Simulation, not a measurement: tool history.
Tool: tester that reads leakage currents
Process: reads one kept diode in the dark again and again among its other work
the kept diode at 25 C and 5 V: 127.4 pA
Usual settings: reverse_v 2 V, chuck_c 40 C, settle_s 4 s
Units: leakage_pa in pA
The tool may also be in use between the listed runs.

run 1 hour=0 | reverse_v=2 chuck_c=40 settle_s=4 | leakage_pa=366.36
run 2 hour=46.8 | reverse_v=2 chuck_c=40 settle_s=4 | leakage_pa=365.87
run 3 hour=84.1 | reverse_v=2.61 chuck_c=40 settle_s=4 | leakage_pa=411.04
run 4 hour=118.2 | reverse_v=6.6 chuck_c=40 settle_s=4 | leakage_pa=619.72
run 5 hour=169.9 | reverse_v=6.6 chuck_c=40 settle_s=4 | leakage_pa=621.93
-- hour=176.2 chuck's temperature calibrated
run 6 hour=242.7 | reverse_v=6.6 chuck_c=40 settle_s=0.52 | leakage_pa=634.08
run 7 hour=297.5 | reverse_v=6.6 chuck_c=40 settle_s=0.52 | leakage_pa=640.07
run 8 hour=343.4 | reverse_v=6.6 chuck_c=40 settle_s=0.52 | leakage_pa=637.88
run 9 hour=412.1 | reverse_v=6.6 chuck_c=40 settle_s=0.52 | leakage_pa=641.25

The next listed run, before its measurement:
run 10 hour=467.3 | reverse_v=1.03 chuck_c=40 settle_s=4 | leakage_pa=?

{"run 10": {"leakage_pa": 281.67}}
Without the tool's hidden state the same run would have given leakage_pa 258.85 pA.
